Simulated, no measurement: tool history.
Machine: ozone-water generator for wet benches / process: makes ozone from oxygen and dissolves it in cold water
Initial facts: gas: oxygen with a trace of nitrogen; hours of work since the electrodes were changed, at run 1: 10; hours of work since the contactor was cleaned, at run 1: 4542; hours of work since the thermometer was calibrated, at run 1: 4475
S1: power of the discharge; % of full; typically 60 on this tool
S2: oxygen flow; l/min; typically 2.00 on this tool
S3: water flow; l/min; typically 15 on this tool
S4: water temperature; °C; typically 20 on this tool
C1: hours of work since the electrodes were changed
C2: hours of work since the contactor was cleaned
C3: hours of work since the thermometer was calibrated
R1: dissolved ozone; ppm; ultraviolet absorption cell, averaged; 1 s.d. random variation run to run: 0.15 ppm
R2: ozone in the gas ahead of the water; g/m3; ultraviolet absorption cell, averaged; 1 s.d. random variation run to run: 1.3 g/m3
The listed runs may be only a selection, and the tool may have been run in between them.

run,day,S1,S2,S3,S4,C1,C2,C3,R1,R2
1,0.000,60,2.00,15,20,10,4542,4475,18.4,242.9
2,2.121,60,2.00,15,20,43,4575,4509,18.4,242.6
3,3.708,60,2.00,15,20,68,4600,4534,18.6,240.7
4,5.142,60,2.00,15,20,91,4623,4556,18.4,242.8
5,6.988,60,2.00,15,20,120,4652,4585,18.7,240.4
6,9.575,60,2.00,15,20,160,4692,4625,18.5,242.5
7,11.821,60,2.00,15,20,195,4727,4661,18.7,244.0
8,14.088,60,2.00,15,20,231,4763,4696,18.6,241.3
9,17.104,60,2.00,15,20,278,4810,4743,18.6,242.3
10,18.400,60,2.00,15,20,298,4830,4764,18.7,241.6
11,20.208,60,2.03,15,20,327,4859,4792,18.6,240.1
12,22.104,60,2.03,15,20,356,4888,4822,18.6,241.7
13,24.212,60,2.00,15,20,389,4921,4855,18.5,242.9
14,27.142,60,2.00,15,20,435,4967,4901,18.5,240.9
15,28.938,60,2.00,15,20,463,4995,4929,18.2,242.8
16,31.588,60,2.00,16,20,505,5037,4970,17.5,241.7
17,34.121,60,2.00,15,19,545,5077,5010,18.8,241.1
18,37.196,60,3.32,10,18,593,5125,5058,28.2,197.8
19,40.238,69,3.32,10,18,641,5172,5106,31.4,220.3
20,41.817,69,3.32,10,18,665,5197,5131,31.2,223.4
21,44.608,65,2.00,15,20,709,5241,5174,19.8,259.4
22,47.000,65,3.08,15,20,746,5278,5212,21.9,221.5
23,49.279,65,3.08,15,20,782,5314,5247,21.8,218.1
24,51.954,60,2.48,15,13,824,5356,5289,21.1,221.0
25,55.075,60,2.48,15,13,873,5405,5338,21.2,223.6
26,56.388,60,2.48,15,13,894,5425,5359,21.1,221.1
27,58.729,60,2.48,15,13,930,5462,5396,21.2,222.1
28,60.575,60,2.00,10,21,959,5491,5424,24.8,242.3
29,62.300,60,2.35,15,28,986,5518,5451,17.9,228.6
# day 65.433: contactor cleaned
30,65.654,60,1.01,10,12,1036,3,5501,21.8,314.6
31,68.646,40,1.82,13,12,1083,50,5548,15.8,182.2
32,71.154,70,1.03,21,20,1122,90,5588,11.9,354.7

Branching from run 32: 3 alternative next runs. What would each branch give?
# day 72.871: water thermometer calibrated
A,73.817,46,2.00,15,15,1164,131,15,?,?
# day 72.871: water thermometer calibrated
B,73.817,86,1.03,21,14,1164,131,15,?,?
# day 72.871: water thermometer calibrated
C,73.817,70,1.01,21,20,1164,131,15,?,?

run,R1,R2
A,15.9,195.9
B,14.4,417.7
C,11.8,357.5
Had the tool no hidden state, the same runs would have come out as:
run,R1,R2
A,15.9,196.0
B,14.4,417.8
C,11.8,357.5
